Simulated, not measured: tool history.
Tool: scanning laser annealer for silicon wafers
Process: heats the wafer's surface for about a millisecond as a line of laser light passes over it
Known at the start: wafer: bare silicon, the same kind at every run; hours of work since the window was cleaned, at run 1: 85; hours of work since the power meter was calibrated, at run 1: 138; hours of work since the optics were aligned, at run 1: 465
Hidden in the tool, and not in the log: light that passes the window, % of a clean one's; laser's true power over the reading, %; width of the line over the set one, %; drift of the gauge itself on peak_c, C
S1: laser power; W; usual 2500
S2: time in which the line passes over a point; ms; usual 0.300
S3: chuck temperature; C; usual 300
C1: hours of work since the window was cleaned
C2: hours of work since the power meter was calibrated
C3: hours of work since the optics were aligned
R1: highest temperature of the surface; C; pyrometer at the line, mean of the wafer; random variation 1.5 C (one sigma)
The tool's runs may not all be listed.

| run | hour | S1 | S2 | S3 | C1 | C2 | C3 | R1 |
|---|---|---|---|---|---|---|---|---|
| 1 | 0.0 | 2500 | 0.300 | 300 | 85 | 138 | 465 | 1054 |
| 2 | 41.0 | 2500 | 0.300 | 300 | 103 | 156 | 483 | 1053 |
| 3 | 69.4 | 2500 | 0.300 | 300 | 116 | 169 | 496 | 1055 |
| 4 | 111.4 | 2500 | 0.300 | 300 | 134 | 187 | 514 | 1056 |
| 5 | 132.2 | 2500 | 0.300 | 325 | 143 | 196 | 523 | 1078 |
| 6 | 154.4 | 2500 | 0.214 | 325 | 153 | 206 | 533 | 941 |
| 7 | 194.9 | 2500 | 0.214 | 325 | 170 | 224 | 550 | 945 |
| 8 | 228.5 | 2500 | 0.300 | 325 | 185 | 238 | 565 | 1076 |
| 9 | 267.7 | 2500 | 0.327 | 300 | 202 | 255 | 582 | 1091 |
| 10 | 299.2 | 2500 | 0.300 | 300 | 216 | 269 | 596 | 1050 |
| 11 | 319.9 | 2500 | 0.300 | 300 | 225 | 278 | 605 | 1053 |
| 12 | 357.0 | 2500 | 0.257 | 300 | 241 | 294 | 621 | 987 |
| 13 | 380.1 | 2500 | 0.257 | 300 | 251 | 304 | 631 | 988 |
| 14 | 400.1 | 2500 | 0.257 | 300 | 260 | 313 | 640 | 985 |
| 15 | 433.2 | 2500 | 0.257 | 300 | 274 | 328 | 654 | 985 |
| 16 | 468.9 | 2708 | 0.257 | 300 | 290 | 343 | 670 | 1052 |
| 17 | 508.1 | 2708 | 0.257 | 300 | 307 | 360 | 687 | 1052 |
| 18 | 525.7 | 2500 | 0.300 | 327 | 315 | 368 | 695 | 1074 |
| 19 | 544.1 | 2500 | 0.300 | 327 | 323 | 376 | 703 | 1075 |
| 20 | 580.8 | 2500 | 0.308 | 327 | 339 | 392 | 719 | 1086 |
| 21 | 609.3 | 2607 | 0.308 | 328 | 351 | 404 | 731 | 1123 |
| 22 | 635.2 | 2500 | 0.227 | 267 | 363 | 416 | 743 | 904 |
| 23 | 666.2 | 2517 | 0.293 | 303 | 376 | 429 | 756 | 1047 |
| 24 | 685.3 | 2517 | 0.309 | 318 | 384 | 438 | 765 | 1082 |
|  | 693.8 | optics aligned, line set to its width |
| 25 | 725.6 | 2517 | 0.309 | 318 | 400 | 453 | 14 | 1075 |
| 26 | 754.1 | 2517 | 0.277 | 325 | 412 | 465 | 26 | 1036 |
| 27 | 789.2 | 2517 | 0.330 | 305 | 428 | 481 | 42 | 1093 |
| 28 | 814.8 | 2517 | 0.330 | 305 | 439 | 492 | 53 | 1090 |
| 29 | 855.6 | 2739 | 0.300 | 333 | 457 | 510 | 71 | 1155 |
| 30 | 876.4 | 2739 | 0.300 | 333 | 466 | 519 | 80 | 1152 |
|  | 890.3 | optics aligned, line set to its width, once more |
| 31 | 907.6 | 2284 | 0.300 | 285 | 477 | 530 | 8 | 959 |
| 32 | 940.9 | 2408 | 0.323 | 261 | 492 | 545 | 22 | 1014 |
| 33 | 971.4 | 2408 | 0.323 | 261 | 505 | 558 | 35 | 1014 |
| 34 | 1010.7 | 2408 | 0.323 | 261 | 522 | 575 | 53 | 1013 |
| 35 | 1052.7 | 2505 | 0.325 | 285 | 540 | 594 | 71 | 1076 |
| 36 | 1091.7 | 2550 | 0.300 | 300 | 557 | 611 | 88 | 1068 |
| 37 | 1114.6 | 2550 | 0.300 | 300 | 567 | 621 | 98 | 1068 |
| 38 | 1146.1 | 2550 | 0.300 | 300 | 581 | 634 | 112 | 1071 |

4 ways to go on from here, each from the tool as it stands after run 38. What would each give?
| A | 1166.6 | 2550 | 0.271 | 327 | 590 | 643 | 121 | ? |
| B | 1166.6 | 2677 | 0.244 | 300 | 590 | 643 | 121 | ? |
| C | 1166.6 | 2500 | 0.300 | 337 | 590 | 643 | 121 | ? |
| D | 1166.6 | 2400 | 0.359 | 313 | 590 | 643 | 121 | ? |

| run | R1 |
|---|---|
| A | 1051 |
| B | 1021 |
| C | 1086 |
| D | 1105 |
Without the tool's hidden state the same runs would have given:
| run | R1 |
|---|---|
| A | 1065 |
| B | 1034 |
| C | 1100 |
| D | 1119 |
